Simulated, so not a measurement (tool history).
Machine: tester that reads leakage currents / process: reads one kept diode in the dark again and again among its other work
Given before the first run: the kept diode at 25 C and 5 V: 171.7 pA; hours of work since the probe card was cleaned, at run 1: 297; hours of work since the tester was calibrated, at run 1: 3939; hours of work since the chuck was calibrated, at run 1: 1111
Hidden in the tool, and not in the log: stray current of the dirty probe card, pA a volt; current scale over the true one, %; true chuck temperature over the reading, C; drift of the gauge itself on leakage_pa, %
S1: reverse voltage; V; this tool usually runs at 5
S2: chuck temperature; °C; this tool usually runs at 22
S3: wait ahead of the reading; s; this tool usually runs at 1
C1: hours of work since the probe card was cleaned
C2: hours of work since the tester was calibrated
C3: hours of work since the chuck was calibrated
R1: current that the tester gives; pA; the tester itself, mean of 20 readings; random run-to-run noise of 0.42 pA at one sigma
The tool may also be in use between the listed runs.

{"run": 1, "hour": 0.0, "S1": 5, "S2": 22, "S3": 1, "C1": 297, "C2": 3939, "C3": 1111, "R1": 164.12}
{"run": 2, "hour": 94.3, "S1": 5, "S2": 22, "S3": 1, "C1": 352, "C2": 3994, "C3": 1167, "R1": 165.97}
{"run": 3, "hour": 221.2, "S1": 5, "S2": 22, "S3": 1, "C1": 427, "C2": 4069, "C3": 1242, "R1": 167.89}
{"run": 4, "hour": 332.9, "S1": 5, "S2": 22, "S3": 1, "C1": 493, "C2": 4135, "C3": 1308, "R1": 170.01}
{"hour": 383.6, "done": "chuck's temperature calibrated"}
{"run": 5, "hour": 554.5, "S1": 5, "S2": 22, "S3": 1.06, "C1": 623, "C2": 4265, "C3": 101, "R1": 147.27}
{"run": 6, "hour": 707.7, "S1": 5, "S2": 22, "S3": 1, "C1": 713, "C2": 4355, "C3": 191, "R1": 149.71}
{"run": 7, "hour": 813.9, "S1": 5, "S2": 22, "S3": 1, "C1": 776, "C2": 4418, "C3": 254, "R1": 150.43}
{"run": 8, "hour": 993.0, "S1": 5, "S2": 22, "S3": 1, "C1": 882, "C2": 4524, "C3": 360, "R1": 153.9}
{"run": 9, "hour": 1180.2, "S1": 5, "S2": 22, "S3": 1, "C1": 992, "C2": 4634, "C3": 470, "R1": 157.02}
{"run": 10, "hour": 1380.2, "S1": 5, "S2": 22, "S3": 1, "C1": 1110, "C2": 4752, "C3": 588, "R1": 161.42}
{"run": 11, "hour": 1524.3, "S1": 5, "S2": 22, "S3": 1, "C1": 1195, "C2": 4837, "C3": 673, "R1": 162.88}
{"run": 12, "hour": 1629.0, "S1": 5, "S2": 22, "S3": 1, "C1": 1257, "C2": 4899, "C3": 735, "R1": 164.94}
{"run": 13, "hour": 1797.1, "S1": 5, "S2": 22, "S3": 1, "C1": 1356, "C2": 4998, "C3": 834, "R1": 167.11}
{"run": 14, "hour": 1914.4, "S1": 5, "S2": 36, "S3": 1, "C1": 1426, "C2": 5068, "C3": 904, "R1": 426.27}
{"hour": 1990.7, "done": "probe card cleaned and baked"}
{"run": 15, "hour": 2074.7, "S1": 2.52, "S2": 22, "S3": 1, "C1": 50, "C2": 5160, "C3": 997, "R1": 120.78}
{"run": 16, "hour": 2196.2, "S1": 5, "S2": 22, "S3": 5.34, "C1": 121, "C2": 5232, "C3": 1068, "R1": 162.91}
{"run": 17, "hour": 2390.3, "S1": 5, "S2": 22, "S3": 5.34, "C1": 236, "C2": 5347, "C3": 1183, "R1": 166.43}
{"run": 18, "hour": 2538.0, "S1": 3.93, "S2": 22, "S3": 5.34, "C1": 323, "C2": 5434, "C3": 1270, "R1": 152.18}
{"hour": 2645.2, "done": "chuck's temperature calibrated"}
{"run": 19, "hour": 2738.8, "S1": 4.56, "S2": 28, "S3": 0.33, "C1": 440, "C2": 5551, "C3": 55, "R1": 215.11}
{"run": 20, "hour": 2924.7, "S1": 5, "S2": 23, "S3": 1.48, "C1": 550, "C2": 5661, "C3": 165, "R1": 159.74}
{"run": 21, "hour": 3135.1, "S1": 5, "S2": 23, "S3": 1.48, "C1": 674, "C2": 5785, "C3": 289, "R1": 162.21}
{"hour": 3194.9, "done": "tester calibrated"}
{"run": 22, "hour": 3327.6, "S1": 5, "S2": 23, "S3": 1.48, "C1": 787, "C2": 78, "C3": 402, "R1": 163.45}
{"run": 23, "hour": 3437.5, "S1": 5, "S2": 23, "S3": 1.48, "C1": 852, "C2": 143, "C3": 467, "R1": 165.3}
{"run": 24, "hour": 3620.2, "S1": 5, "S2": 23, "S3": 1.48, "C1": 960, "C2": 251, "C3": 574, "R1": 167.52}
{"run": 25, "hour": 3821.1, "S1": 5, "S2": 23, "S3": 1.48, "C1": 1078, "C2": 370, "C3": 693, "R1": 172.18}
{"run": 26, "hour": 4023.4, "S1": 15.06, "S2": 23, "S3": 4.15, "C1": 1198, "C2": 489, "C3": 812, "R1": 291.08}
{"run": 27, "hour": 4182.9, "S1": 15.06, "S2": 23, "S3": 4.15, "C1": 1292, "C2": 583, "C3": 907, "R1": 294.05}
{"run": 28, "hour": 4358.4, "S1": 11.58, "S2": 45, "S3": 1.01, "C1": 1395, "C2": 687, "C3": 1010, "R1": 1086.45}
{"hour": 4499.7, "done": "probe card cleaned and baked"}
{"run": 29, "hour": 4538.9, "S1": 11.97, "S2": 52, "S3": 3.92, "C1": 23, "C2": 792, "C3": 1115, "R1": 1671.78}
{"run": 30, "hour": 4730.5, "S1": 3.79, "S2": 29, "S3": 3.92, "C1": 136, "C2": 905, "C3": 1228, "R1": 242.03}

Results for each run, recomputed without the tool's hidden state and with each run's random variation untouched:
run=1 R1=139.2
run=2 R1=139.43
run=3 R1=139.19
run=4 R1=139.17
run=5 R1=139.43
run=6 R1=139.45
run=7 R1=138.51
run=8 R1=139.19
run=9 R1=139.26
run=10 R1=140.07
run=11 R1=139.27
run=12 R1=139.52
run=13 R1=139.01
run=14 R1=367.63
run=15 R1=104.07
run=16 R1=138.47
run=17 R1=138.65
run=18 R1=125.15
run=19 R1=207.22
run=20 R1=149.84
run=21 R1=148.92
run=22 R1=149.56
run=23 R1=149.37
run=24 R1=148.39
run=25 R1=149.54
run=26 R1=237.46
run=27 R1=235.46
run=28 R1=942.41
run=29 R1=1468.96
run=30 R1=204.62
